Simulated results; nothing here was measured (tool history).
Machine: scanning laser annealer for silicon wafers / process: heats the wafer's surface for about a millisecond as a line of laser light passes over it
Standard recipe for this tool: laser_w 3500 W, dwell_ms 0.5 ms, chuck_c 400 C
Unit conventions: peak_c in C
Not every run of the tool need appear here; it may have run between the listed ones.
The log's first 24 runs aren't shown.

run	day	laser_w	dwell_ms	chuck_c	peak_c
25	11.829	3661	0.407	432	1110
26	12.125	3279	0.456	435	1071
27	12.804	3279	0.456	435	1072
28	13.154	3336	0.524	400	1089
29	13.821	3772	0.524	420	1204
30	14.325	3418	0.617	439	1196
31	14.617	3321	0.385	373	969
32	15.158	3321	0.361	373	953
33	15.754	3414	0.361	410	1006
34	16.304	3414	0.361	410	1006
35	16.996	3414	0.358	361	953
36	17.704	3584	0.522	422	1157

What if the next run were any one of these 3? Each begins from the tool's condition after run 36:
A	18.371	2984	0.5	400	?
B	18.371	3239	0.58	428	?
C	18.371	3014	0.5	400	?

run	peak_c
A	999
B	1124
C	1001
Without the tool's hidden state the same runs would have given:
run	peak_c
A	1009
B	1136
C	1011

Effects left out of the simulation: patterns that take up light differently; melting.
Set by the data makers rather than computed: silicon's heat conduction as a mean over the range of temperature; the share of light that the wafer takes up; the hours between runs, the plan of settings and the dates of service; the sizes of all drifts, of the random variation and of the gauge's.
